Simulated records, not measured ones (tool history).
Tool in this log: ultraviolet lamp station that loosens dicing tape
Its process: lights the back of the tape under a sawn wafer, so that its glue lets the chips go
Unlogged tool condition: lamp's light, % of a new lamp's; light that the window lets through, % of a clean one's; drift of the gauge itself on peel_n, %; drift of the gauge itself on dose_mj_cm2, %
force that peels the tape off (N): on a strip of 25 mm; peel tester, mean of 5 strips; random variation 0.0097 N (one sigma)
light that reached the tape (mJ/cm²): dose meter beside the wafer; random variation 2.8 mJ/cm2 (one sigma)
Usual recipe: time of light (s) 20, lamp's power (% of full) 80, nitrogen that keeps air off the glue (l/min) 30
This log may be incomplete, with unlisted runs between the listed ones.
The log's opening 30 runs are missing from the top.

run     day  time of light (s)  lamp's power (% of full)  nitrogen that keeps air off the glue (l/min)  hours of work of the lamp  hours of work since the window was cleaned  force that peels the tape off (N)  light that reached the tape (mJ/cm²)
      9.804  -- window cleaned of glue's vapour, once more
 31   9.954                 40                        80                                            11                        239                                           3                              0.255                                   749
 32  10.421                 40                        80                                            11                        248                                          12                              0.261                                   749
 33  10.854                 11                        80                                            16                        256                                          20                              1.046                                   203
 34  11.138                 11                        80                                            16                        262                                          25                              1.026                                   204
 35  11.596                 34                        86                                            30                        270                                          34                              0.249                                   680
 36  11.854                 14                        78                                            30                        275                                          38                              0.735                                   255
 37  12.167                 15                        68                                            27                        281                                          44                              0.831                                   235
 38  12.500                 15                        68                                            27                        287                                          51                              0.813                                   233
 39  12.779                 15                        97                                            45                        292                                          56                              0.480                                   334
 40  13.146                 15                        97                                            45                        299                                          63                              0.475                                   338
 41  13.517                 20                        70                                            10                        306                                          70                              0.713                                   327
 42  13.871                 17                        77                                            30                        313                                          76                              0.597                                   296

4 options for the next run, each taken on its own from the tool as it stands now. Forecast them:
  A  14.217                 38                        80                                            14                        319                                          83                                  ?                                     ?
  B  14.217                 22                        77                                            24                        319                                          83                                  ?                                     ?
  C  14.217                 20                        93                                            30                        319                                          83                                  ?                                     ?
  D  14.217                 20                        80                                            48                        319                                          83                                  ?                                     ?

run  force that peels the tape off (N)  light that reached the tape (mJ/cm²)
  A                              0.266                                   696
  B                              0.451                                   386
  C                              0.396                                   423
  D                              0.412                                   363
Stripped of hidden state, with their random variation kept, the same runs would have yielded:
run  force that peels the tape off (N)  light that reached the tape (mJ/cm²)
  A                              0.248                                   768
  B                              0.396                                   426
  C                              0.351                                   468
  D                              0.362                                   401
